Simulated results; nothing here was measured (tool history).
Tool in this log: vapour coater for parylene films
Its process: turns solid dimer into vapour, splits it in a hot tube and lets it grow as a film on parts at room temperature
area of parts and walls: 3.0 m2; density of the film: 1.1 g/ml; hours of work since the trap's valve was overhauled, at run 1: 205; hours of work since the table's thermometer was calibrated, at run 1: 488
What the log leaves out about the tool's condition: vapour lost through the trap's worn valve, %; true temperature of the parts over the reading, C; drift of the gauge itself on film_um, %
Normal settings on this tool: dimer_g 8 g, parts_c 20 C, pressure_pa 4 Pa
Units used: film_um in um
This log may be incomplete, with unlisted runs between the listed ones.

run,day,dimer_g,parts_c,pressure_pa,hours of work since the trap's valve was overhauled,hours of work since the table's thermometer was calibrated,film_um
1,0,8,20,4,205,488,1.276
2,2.633,8,26,4,231,514,1.142
# day 2.996: trap's valve overhauled
3,4.8,8,26,4,18,534,1.147
4,6.504,8,26,4,35,551,1.142
5,9.217,4,20,4,62,578,0.638
6,11.562,4,20,4,86,601,0.637
7,13.788,14,20,5.23,108,624,2.175
8,15.333,8,28,4,123,639,1.081
9,16.512,5,18,2.82,135,651,0.869
10,19.258,5,18,2.82,162,678,0.855
11,20.8,5,18,2.82,178,693,0.854

Run by run, hidden condition taken away, random variation retained:
run,film_um
1,1.278
2,1.145
3,1.15
4,1.146
5,0.642
6,0.642
7,2.192
8,1.091
9,0.877
10,0.865
11,0.864

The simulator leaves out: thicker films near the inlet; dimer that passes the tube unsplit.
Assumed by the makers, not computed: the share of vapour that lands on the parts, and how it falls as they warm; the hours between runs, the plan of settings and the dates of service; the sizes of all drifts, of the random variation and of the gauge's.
